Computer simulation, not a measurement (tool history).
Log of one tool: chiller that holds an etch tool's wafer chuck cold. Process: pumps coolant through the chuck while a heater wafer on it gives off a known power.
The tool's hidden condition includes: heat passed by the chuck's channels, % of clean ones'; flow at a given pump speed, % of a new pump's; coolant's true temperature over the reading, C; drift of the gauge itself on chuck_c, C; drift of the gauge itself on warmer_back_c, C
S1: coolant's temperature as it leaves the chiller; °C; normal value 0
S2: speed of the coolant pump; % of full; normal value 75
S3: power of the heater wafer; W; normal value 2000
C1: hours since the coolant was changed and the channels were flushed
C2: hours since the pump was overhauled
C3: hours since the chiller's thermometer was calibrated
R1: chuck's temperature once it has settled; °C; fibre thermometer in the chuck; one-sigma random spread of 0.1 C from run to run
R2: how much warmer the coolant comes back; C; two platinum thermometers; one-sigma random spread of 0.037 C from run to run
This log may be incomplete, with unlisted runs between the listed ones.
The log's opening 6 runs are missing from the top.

{"run": 7, "hour": 277.3, "S1": 0, "S2": 82, "S3": 2000, "C1": 2114, "C2": 1277, "C3": 2691, "R1": 14.9, "R2": 6.6}
{"run": 8, "hour": 322.5, "S1": 0, "S2": 71, "S3": 2000, "C1": 2159, "C2": 1322, "C3": 2736, "R1": 17.0, "R2": 7.78}
{"run": 9, "hour": 372.8, "S1": 0, "S2": 71, "S3": 1420, "C1": 2209, "C2": 1372, "C3": 2786, "R1": 12.5, "R2": 5.51}
{"run": 10, "hour": 434.2, "S1": 0, "S2": 71, "S3": 1420, "C1": 2271, "C2": 1433, "C3": 2848, "R1": 12.5, "R2": 5.52}
{"run": 11, "hour": 482.5, "S1": 0, "S2": 71, "S3": 1420, "C1": 2319, "C2": 1482, "C3": 2896, "R1": 12.3, "R2": 5.53}
{"run": 12, "hour": 528.0, "S1": 0, "S2": 71, "S3": 1420, "C1": 2365, "C2": 1527, "C3": 2942, "R1": 12.5, "R2": 5.56}
{"run": 13, "hour": 559.8, "S1": 0, "S2": 97, "S3": 1420, "C1": 2396, "C2": 1559, "C3": 2973, "R1": 9.3, "R2": 3.91}
{"run": 14, "hour": 611.7, "S1": 0, "S2": 75, "S3": 2000, "C1": 2448, "C2": 1611, "C3": 3025, "R1": 16.4, "R2": 7.32}
{"run": 15, "hour": 661.8, "S1": 0, "S2": 75, "S3": 2000, "C1": 2498, "C2": 1661, "C3": 3075, "R1": 16.6, "R2": 7.39}
{"run": 16, "hour": 709.7, "S1": 0, "S2": 75, "S3": 2000, "C1": 2546, "C2": 1709, "C3": 3123, "R1": 16.3, "R2": 7.4}
{"run": 17, "hour": 738.7, "S1": 0, "S2": 89, "S3": 2399, "C1": 2575, "C2": 1738, "C3": 3152, "R1": 16.5, "R2": 7.29}
{"run": 18, "hour": 795.6, "S1": 0, "S2": 89, "S3": 2399, "C1": 2632, "C2": 1795, "C3": 3209, "R1": 16.7, "R2": 7.31}

Run 19, settings as shown, results not yet in. Your forecast:
{"hour": 801.0, "done": "chiller's thermometer calibrated"}
{"run": 19, "hour": 843.4, "S1": 0, "S2": 89, "S3": 2399, "C1": 2679, "C2": 1842, "C3": 42, "R1": "?", "R2": "?"}

For run 19 the tool returned R1 16.9 °C, R2 7.31 C.
Had the tool carried no hidden state, the very same run would have given R1 15.1 °C, R2 7.05 C.
